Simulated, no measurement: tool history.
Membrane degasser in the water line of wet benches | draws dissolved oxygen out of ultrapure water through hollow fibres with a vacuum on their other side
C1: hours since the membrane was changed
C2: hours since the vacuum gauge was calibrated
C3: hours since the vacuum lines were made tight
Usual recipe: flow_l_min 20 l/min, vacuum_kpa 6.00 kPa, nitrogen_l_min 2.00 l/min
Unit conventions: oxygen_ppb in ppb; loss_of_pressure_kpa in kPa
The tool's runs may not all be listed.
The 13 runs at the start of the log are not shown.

Run 14, hour 1573.2: usual settings but vacuum_kpa 5.57 kPa; C1 6923; C2 259; C3 412. Result: oxygen_ppb 73.3 ppb, loss_of_pressure_kpa 70.46 kPa.
Run 15, hour 1709.9: usual settings but vacuum_kpa 3.98 kPa; C1 7060; C2 396; C3 548. Result: oxygen_ppb 35.6 ppb, loss_of_pressure_kpa 70.30 kPa.
Run 16, hour 1841.4: usual settings but vacuum_kpa 3.98 kPa; C1 7192; C2 527; C3 680. Result: oxygen_ppb 35.5 ppb, loss_of_pressure_kpa 70.44 kPa.
At hour 1967.2: vacuum gauge calibrated, once more.
Run 17, hour 1967.3: usual settings but vacuum_kpa 3.81 kPa; C1 7317; C2 0; C3 805. Result: oxygen_ppb 19.7 ppb, loss_of_pressure_kpa 70.74 kPa.
Run 18, hour 2117.3: usual settings but vacuum_kpa 14.53 kPa, nitrogen_l_min 3.53 l/min; C1 7467; C2 150; C3 955. Result: oxygen_ppb 157.9 ppb, loss_of_pressure_kpa 70.42 kPa.
Run 19, hour 2192.7: usual settings but vacuum_kpa 14.53 kPa, nitrogen_l_min 3.53 l/min; C1 7542; C2 226; C3 1031. Result: oxygen_ppb 159.0 ppb, loss_of_pressure_kpa 70.86 kPa.
Run 20, hour 2323.5: usual settings but vacuum_kpa 14.53 kPa, nitrogen_l_min 3.53 l/min; C1 7673; C2 356; C3 1161. Result: oxygen_ppb 158.9 ppb, loss_of_pressure_kpa 70.38 kPa.
Run 21, hour 2405.7: usual settings but flow_l_min 18 l/min, nitrogen_l_min 3.45 l/min; C1 7755; C2 438; C3 1244. Result: oxygen_ppb 39.1 ppb, loss_of_pressure_kpa 63.20 kPa.
Run 22, hour 2545.8: usual settings but flow_l_min 19 l/min, vacuum_kpa 4.01 kPa; C1 7896; C2 579; C3 1384. Result: oxygen_ppb 23.6 ppb, loss_of_pressure_kpa 67.10 kPa.
Run 23, hour 2627.8: usual settings but vacuum_kpa 11.34 kPa; C1 7977; C2 661; C3 1466. Result: oxygen_ppb 191.4 ppb, loss_of_pressure_kpa 70.75 kPa.
Run 24, hour 2810.5: usual settings but vacuum_kpa 11.34 kPa; C1 8160; C2 843; C3 1648. Result: oxygen_ppb 194.6 ppb, loss_of_pressure_kpa 71.25 kPa.
Run 25, hour 2991.4: usual settings but flow_l_min 15 l/min, vacuum_kpa 10.06 kPa, nitrogen_l_min 3.27 l/min; C1 8341; C2 1024; C3 1829. Result: oxygen_ppb 78.7 ppb, loss_of_pressure_kpa 53.67 kPa.

Estimate the outcome of run 26 from the log above:
Run 26, hour 3069.7: usual settings but flow_l_min 15 l/min, vacuum_kpa 10.06 kPa, nitrogen_l_min 3.27 l/min; C1 8419; C2 1102; C3 1908. Result: oxygen_ppb ?, loss_of_pressure_kpa ?.

Run 26 produced oxygen_ppb 79.2 ppb, loss_of_pressure_kpa 52.80 kPa.
With the hidden condition absent and the run-to-run variation left alone, this run would have shown oxygen_ppb 77.5 ppb, loss_of_pressure_kpa 50.56 kPa.
